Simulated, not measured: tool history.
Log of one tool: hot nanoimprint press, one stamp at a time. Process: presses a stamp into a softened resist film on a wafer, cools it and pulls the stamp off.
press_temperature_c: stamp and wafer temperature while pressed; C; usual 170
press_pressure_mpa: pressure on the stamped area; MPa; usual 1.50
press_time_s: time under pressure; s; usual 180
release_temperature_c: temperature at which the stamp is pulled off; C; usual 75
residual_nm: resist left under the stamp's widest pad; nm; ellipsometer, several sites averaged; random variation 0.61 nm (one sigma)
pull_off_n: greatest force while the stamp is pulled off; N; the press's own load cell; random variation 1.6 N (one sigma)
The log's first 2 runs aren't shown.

run 3 hour=39.3 | press_temperature_c=170 press_pressure_mpa=2.16 press_time_s=180 release_temperature_c=75 | residual_nm=83.1 pull_off_n=142
run 4 hour=55.5 | press_temperature_c=170 press_pressure_mpa=1.99 press_time_s=180 release_temperature_c=75 | residual_nm=86.3 pull_off_n=143
run 5 hour=79.8 | press_temperature_c=170 press_pressure_mpa=1.99 press_time_s=180 release_temperature_c=75 | residual_nm=85.8 pull_off_n=141
-- hour=94.6 stamp cleaned and given a new release coat
run 6 hour=111.9 | press_temperature_c=170 press_pressure_mpa=1.99 press_time_s=180 release_temperature_c=75 | residual_nm=86.8 pull_off_n=140
run 7 hour=134.2 | press_temperature_c=167 press_pressure_mpa=1.50 press_time_s=180 release_temperature_c=75 | residual_nm=114.1 pull_off_n=145
run 8 hour=157.2 | press_temperature_c=167 press_pressure_mpa=1.50 press_time_s=180 release_temperature_c=75 | residual_nm=112.9 pull_off_n=143
run 9 hour=183.2 | press_temperature_c=173 press_pressure_mpa=1.50 press_time_s=180 release_temperature_c=75 | residual_nm=87.6 pull_off_n=142
run 10 hour=199.7 | press_temperature_c=173 press_pressure_mpa=1.50 press_time_s=180 release_temperature_c=75 | residual_nm=88.3 pull_off_n=142
run 11 hour=219.7 | press_temperature_c=173 press_pressure_mpa=1.50 press_time_s=180 release_temperature_c=75 | residual_nm=88.0 pull_off_n=141
-- hour=239.8 stamp cleaned and given a new release coat
run 12 hour=243.0 | press_temperature_c=170 press_pressure_mpa=1.50 press_time_s=180 release_temperature_c=75 | residual_nm=100.1 pull_off_n=144
run 13 hour=258.2 | press_temperature_c=170 press_pressure_mpa=1.50 press_time_s=180 release_temperature_c=75 | residual_nm=100.1 pull_off_n=144
run 14 hour=270.1 | press_temperature_c=170 press_pressure_mpa=1.50 press_time_s=180 release_temperature_c=75 | residual_nm=100.7 pull_off_n=143
run 15 hour=290.9 | press_temperature_c=170 press_pressure_mpa=1.50 press_time_s=180 release_temperature_c=75 | residual_nm=100.4 pull_off_n=140
run 16 hour=308.9 | press_temperature_c=170 press_pressure_mpa=1.50 press_time_s=180 release_temperature_c=75 | residual_nm=100.4 pull_off_n=142
run 17 hour=327.3 | press_temperature_c=170 press_pressure_mpa=1.50 press_time_s=180 release_temperature_c=75 | residual_nm=99.3 pull_off_n=142
run 18 hour=349.7 | press_temperature_c=170 press_pressure_mpa=1.50 press_time_s=114 release_temperature_c=72 | residual_nm=117.4 pull_off_n=148
run 19 hour=373.7 | press_temperature_c=159 press_pressure_mpa=1.50 press_time_s=180 release_temperature_c=80 | residual_nm=155.0 pull_off_n=135
-- hour=383.8 stamp cleaned and given a new release coat
run 20 hour=396.6 | press_temperature_c=171 press_pressure_mpa=1.50 press_time_s=180 release_temperature_c=64 | residual_nm=95.8 pull_off_n=156

Run 21 comes next. What will it give?
run 21 hour=419.3 | press_temperature_c=178 press_pressure_mpa=1.10 press_time_s=180 release_temperature_c=64 | residual_nm=? pull_off_n=?

Run 21 gave residual_nm 85.7 nm, pull_off_n 155 N.
Without the tool's hidden state the same run would have given residual_nm 85.8 nm, pull_off_n 155 N.
